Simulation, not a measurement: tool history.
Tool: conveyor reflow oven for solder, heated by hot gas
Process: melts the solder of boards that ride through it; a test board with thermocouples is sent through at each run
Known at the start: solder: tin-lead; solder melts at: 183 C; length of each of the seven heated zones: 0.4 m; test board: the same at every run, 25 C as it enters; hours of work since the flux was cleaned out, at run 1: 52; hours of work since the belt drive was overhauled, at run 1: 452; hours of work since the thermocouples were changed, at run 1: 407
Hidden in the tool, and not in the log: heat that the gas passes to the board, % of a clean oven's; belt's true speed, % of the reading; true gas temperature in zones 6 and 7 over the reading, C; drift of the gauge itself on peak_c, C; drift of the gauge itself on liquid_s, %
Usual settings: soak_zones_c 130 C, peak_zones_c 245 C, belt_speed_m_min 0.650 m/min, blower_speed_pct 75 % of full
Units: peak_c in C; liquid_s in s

run    hour  soak_zones_c  peak_zones_c  belt_speed_m_min  blower_speed_pct  hours of work since the flux was cleaned out  hours of work since the belt drive was overhauled  hours of work since the thermocouples were changed  peak_c  liquid_s
  1     0.0           130           245             0.650                75                                            52                                                452                                                 407   222.2      55.3
  2    60.2           130           245             0.650                75                                            90                                                490                                                 445   221.4      55.5
  3   147.5           130           245             0.650                75                                           145                                                545                                                 501   222.6      54.8
      205.2  -- flux residue cleaned out of gas plates and filters
  4   235.7           130           239             0.650                75                                            19                                                598                                                 554   216.3      51.6
  5   276.7           130           239             0.650                75                                            45                                                624                                                 580   217.2      52.5
  6   339.0           120           245             0.650                75                                            85                                                664                                                 620   219.6      51.3
  7   383.1           120           243             0.650                75                                           113                                                692                                                 648   218.0      49.4
      432.3  -- belt drive overhauled, speed set with a stopwatch
  8   466.7           120           243             0.650                75                                           164                                                 22                                                 698   218.1      49.7
      498.9  -- flux residue cleaned out of gas plates and filters
  9   519.9           120           243             0.650                75                                            13                                                 53                                                 729   218.4      49.9
      553.8  -- thermocouples of zones 6 and 7 changed
 10   586.2           130           245             0.530                75                                            54                                                 93                                                  21   229.3      74.6
 11   673.1           130           245             0.530                75                                           110                                                149                                                  76   229.2      74.8
 12   717.9           115           245             0.650                75                                           138                                                177                                                 104   219.0      49.1
 13   766.2           115           245             0.650                75                                           169                                                208                                                 135   218.2      48.7
      786.3  -- flux residue cleaned out of gas plates and filters
 14   832.6           115           245             0.650                75                                            29                                                247                                                 174   219.1      49.0
 15   901.6           130           245             0.623                75                                            73                                                291                                                 218   222.9      59.2
 16   985.4           119           245             0.650                51                                           127                                                344                                                 271   212.3      43.7
 17  1057.6           122           259             0.566                63                                           173                                                390                                                 317   235.2      69.7
     1075.7  -- flux residue cleaned out of gas plates and filters
 18  1100.1           118           246             0.729                65                                            16                                                414                                                 341   212.0      39.2
 19  1145.9           122           244             0.698                55                                            45                                                443                                                 370   209.7      39.5
 20  1224.4           122           244             0.698                55                                            95                                                493                                                 420   210.6      39.7
 21  1304.4           122           244             0.698                55                                           145                                                544                                                 471   210.9      39.7
     1364.8  -- flux residue cleaned out of gas plates and filters
 22  1385.1           122           244             0.698                55                                            13                                                592                                                 519   210.1      39.4
 23  1444.8           122           240             0.698                55                                            51                                                630                                                 557   208.0      37.1
 24  1522.7           138           237             0.650                67                                           100                                                679                                                 607   215.1      52.3
 25  1580.2           130           259             0.682                75                                           137                                                716                                                 643   232.0      59.1

Forecast run 26:
     1597.2  -- belt drive overhauled, speed set with a stopwatch
     1653.5  -- flux residue cleaned out of gas plates and filters
 26  1653.7           117           241             0.768                79                                             0                                                 33                                                 684       ?         ?

peak_c: 209.9 C
liquid_s: 34.1 s
Without the tool's hidden state the same run would have given peak_c 209.8 C, liquid_s 34.0 s.
